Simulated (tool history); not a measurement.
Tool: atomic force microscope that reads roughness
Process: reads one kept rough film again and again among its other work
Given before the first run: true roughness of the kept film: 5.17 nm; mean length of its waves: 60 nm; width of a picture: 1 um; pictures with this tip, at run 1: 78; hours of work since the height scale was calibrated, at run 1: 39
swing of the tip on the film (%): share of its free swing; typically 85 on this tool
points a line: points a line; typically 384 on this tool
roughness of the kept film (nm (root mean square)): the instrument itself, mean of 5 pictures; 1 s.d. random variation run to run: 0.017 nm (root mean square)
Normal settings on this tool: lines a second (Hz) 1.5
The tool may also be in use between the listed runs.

run	hour	lines a second (Hz)	swing of the tip on the film (%)	points a line	pictures with this tip	hours of work since the height scale was calibrated	roughness of the kept film (nm (root mean square))
1	0	1.5	85	384	78	39	3.899
2	17.6	1.5	85	1017	101	50	3.851
3	26.5	1.5	85	1017	112	56	3.821
4	37	1.5	85	1017	125	63	3.827
5	52.6	2.68	85	384	145	73	3.353
6	61.3	1.5	85	814	157	78	3.707
# hour 70.5: new tip fitted
7	78.3	1.5	85	384	10	89	4.088
8	91.7	1.5	85	384	27	97	4.024
9	100.9	1.5	85	384	39	103	4.033
10	110.3	1.5	85	432	51	109	4.007
11	121.9	1.5	85	432	65	117	3.944
12	138.8	2.03	85	384	87	128	3.699
13	154.7	2.26	85	384	107	138	3.519
14	166.7	1.5	85	384	123	146	3.765
15	177.4	1.5	85	384	136	152	3.775
16	193.5	1.5	85	521	157	163	3.737
# hour 202.4: new tip fitted
17	202.7	1.5	85	521	0	168	4.116
18	214.7	1.5	85	521	16	176	4.087
19	226	1.5	85	759	30	183	4.052
20	235.8	1.5	85	759	42	190	4.018
21	246.4	1.5	85	759	56	196	3.97
22	254.1	1.51	81	925	66	201	4.049
23	268.1	2.57	64	625	84	210	4.182
24	285.4	2.05	66	384	106	221	4.148
25	295.4	0.78	71	366	119	228	4.337
26	305.6	1.19	63	566	132	234	4.281
27	317.1	0.53	76	566	146	242	4.244
28	326.3	0.53	76	566	158	248	4.231
# hour 333.5: new tip fitted
29	337.9	2.94	80	716	5	255	3.792
30	350.5	2.94	80	716	22	263	3.76
31	365.3	2.94	80	716	41	272	3.687
32	372.6	2.94	80	716	50	277	3.708
33	380.5	2.94	80	716	60	282	3.675
34	388.7	2.94	80	716	71	287	3.636
35	400.3	0.57	85	384	85	295	4.289
36	409.6	3.63	85	384	97	301	3.158
37	418.3	3.63	85	384	108	306	3.162
38	430.6	3.63	85	384	124	314	3.113
39	442.2	0.95	86	518	139	322	3.984

Predict each of these 4 candidate next runs independently; none follows another, all start after run 39:
A	455.4	0.95	55	662	156	330	?
B	455.4	0.64	89	434	156	330	?
C	455.4	1.5	85	366	156	330	?
D	455.4	3.86	63	447	156	330	?

run	roughness of the kept film (nm (root mean square))
A	4.288
B	3.979
C	3.725
D	3.866
What these runs would have given with no unlogged condition in the tool:
run	roughness of the kept film (nm (root mean square))
A	4.781
B	4.436
C	4.154
D	4.31
